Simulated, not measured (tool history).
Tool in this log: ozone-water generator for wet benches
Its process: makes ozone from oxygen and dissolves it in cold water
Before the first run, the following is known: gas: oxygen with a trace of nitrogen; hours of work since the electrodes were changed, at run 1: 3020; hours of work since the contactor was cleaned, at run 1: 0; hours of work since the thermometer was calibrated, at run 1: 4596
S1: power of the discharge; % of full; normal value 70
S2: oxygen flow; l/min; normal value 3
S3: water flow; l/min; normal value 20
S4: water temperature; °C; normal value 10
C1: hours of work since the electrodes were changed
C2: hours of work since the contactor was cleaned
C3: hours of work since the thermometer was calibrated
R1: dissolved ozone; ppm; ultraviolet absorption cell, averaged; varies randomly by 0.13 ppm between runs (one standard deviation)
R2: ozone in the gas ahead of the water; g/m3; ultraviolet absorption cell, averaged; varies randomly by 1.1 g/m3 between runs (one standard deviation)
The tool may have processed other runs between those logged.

run    hour  S1    S2  S3  S4    C1    C2    C3    R1     R2
  1       0  70     3  20  10  3020     0  4596  13.1  194.9
  2   100.3  70     3  20  10  3091    71  4666  12.9  193.3
  3   224.2  70     3  20  10  3178   158  4754    13  192.4
  4   307.4  70     3  20  10  3237   217  4812  12.8  190.4
  5   411.3  70     3  25  10  3310   290  4885  10.4  192.6
  6   524.3  70     3  15  10  3390   369  4965  16.9  191.6
  7   639.3  70     3  21  10  3471   450  5046  12.2  191.1
  8     754  70     3  21  10  3551   531  5127  12.2  188.8
  9   807.6  70     3  21   7  3589   569  5165  12.5  191.6
 10   873.4  70     3  21   7  3636   615  5211  12.4  189.4
 11   968.6  70     3  21   7  3703   682  5278  12.2    188
 12    1053  70     3  21   7  3762   742  5338  12.2  190.2
 13  1110.6  70     3  21   7  3803   782  5378  12.4  188.7
 14  1171.6  70     3  20   8  3846   825  5421  12.7  190.2
 15  1278.1  70     3  13   8  3921   901  5496  18.7  186.7
 16  1349.1  60     3  18   8  3971   950  5546  13.1  172.2
 17  1438.1  60     3  18   8  4033  1013  5609  12.8  173.4
 18  1533.7  60     3  18   8  4101  1081  5676  12.8  173.5
 19  1588.9  60  3.26  18   8  4140  1119  5715    13  164.3
 20  1658.2  70  1.76  19  10  4188  1168  5764  11.6  252.3
 21  1756.7  70  3.41  20  10  4258  1238  5833  12.5  174.8
 22  1873.5  74  3.49  20  10  4340  1320  5916  12.9  175.9
     1925.2  -- water thermometer calibrated
 23  1939.4  74  3.49  20  10  4386  1366    10  12.9  177.2
 24    2022  61     3  12  10  4444  1424    68    18  173.2
 25  2074.4  53     3  12  10  4481  1461   105  16.9    160
 26  2204.4  61     3  12  10  4573  1553   197  17.8  171.6

Here are 4 independent what-if runs from the current tool condition. What would each one return?
  A  2320.2  61  2.84  13  10  4655  1634  278   ?   ?
  B  2320.2  67     3  16  10  4655  1634  278   ?   ?
  C  2320.2  70     3  20   6  4655  1634  278   ?   ?
  D  2320.2  70     3  20  10  4655  1634  278   ?   ?

run    R1     R2
  A  16.5  177.6
  B  14.7  181.2
  C  12.7  184.9
  D    12  185.2
Without the tool's hidden state the same runs would have given:
run    R1     R2
  A  18.7  193.4
  B  16.7  198.3
  C  14.6    203
  D  13.7  203.2
